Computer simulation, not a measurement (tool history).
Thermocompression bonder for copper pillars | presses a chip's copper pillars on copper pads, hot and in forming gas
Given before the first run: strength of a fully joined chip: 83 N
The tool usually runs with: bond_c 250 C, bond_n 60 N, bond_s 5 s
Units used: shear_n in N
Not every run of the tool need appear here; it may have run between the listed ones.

run     day  bond_c  bond_n  bond_s  shear_n
  1       0     250      60       5     37.7
  2   0.567     250      60       5     37.9
  3   1.446     250      60       5     37.3
  4   2.192     250      60       5     37.8
  5   2.725     250      60       4     35.2
  6   3.471     250      60       4     33.9
  7   4.254     250      60       4     34.9
  8   4.692     250      60       4     34.5
  9   5.279     250      60       4     35.2
 10   6.088     250      60       4     34.4
 11   6.588     250      60       4     34.7
 12   7.262     250      60       4     34.9
 13    7.75     250      51       5     32.1
 14   8.388     250      60       5     38.3
 15   9.033     250      60       5     38.3
 16   9.454     250      60       4     35.3
 17   9.904     250      60       4     34.2
 18    10.3     250      60       4     34.6
 19  11.004     250      60       4     35.1
 20  11.875     228      60       4     27.7
 21  12.271     240      60       3       29
 22  13.083     242      43       6     25.9
 23  13.633     234      43      12     31.3
 24  14.192     254      60       8     46.3
 25  14.662     261      51       9     43.5
 26  15.046     263      51      14     50.2
 27  15.438     244      62      13     51.3
 28  16.271     256      87       5     55.8
 29   17.15     243      60       5     35.9
 30  17.904     243      60       5     35.5
     18.329  -- forming gas filter changed
 31  18.588     243      60       5     36.9
 32  19.396     249      77       5     49.9
 33  20.004     250      38       4       21
 34  20.708     228      60       5     31.8
     21.092  -- heater calibrated with a thermocouple chip
 35  21.654     248      46       7     30.4
 36  22.112     250      60      14     51.7
 37  22.983     261      52       5     35.9
 38  23.792     261      52       5     34.7
 39  24.242     230      52       5       25

Each run again, without the hidden state but with its own random variation kept:
The tool's hidden condition here consists of: true temperature of the bond over the reading, C; force that reaches the chip, % of what is set; oxide that the forming gas leaves, % of the face; drift of the gauge itself on shear_n, %.
run  shear_n
  1     36.4
  2     36.5
  3     35.9
  4     36.4
  5     33.8
  6     32.4
  7     33.4
  8     33.1
  9     33.7
 10     32.9
 11     33.2
 12     33.3
 13     30.6
 14     36.6
 15     36.6
 16     33.7
 17     32.5
 18       33
 19     33.4
 20       26
 21     27.3
 22     24.3
 23     29.5
 24     44.4
 25     41.7
 26     48.5
 27     49.4
 28     54.1
 29     33.9
 30     33.5
 31     33.8
 32     46.3
 33     18.9
 34     28.8
 35     29.8
 36     50.9
 37     35.2
 38     33.9
 39     24.4
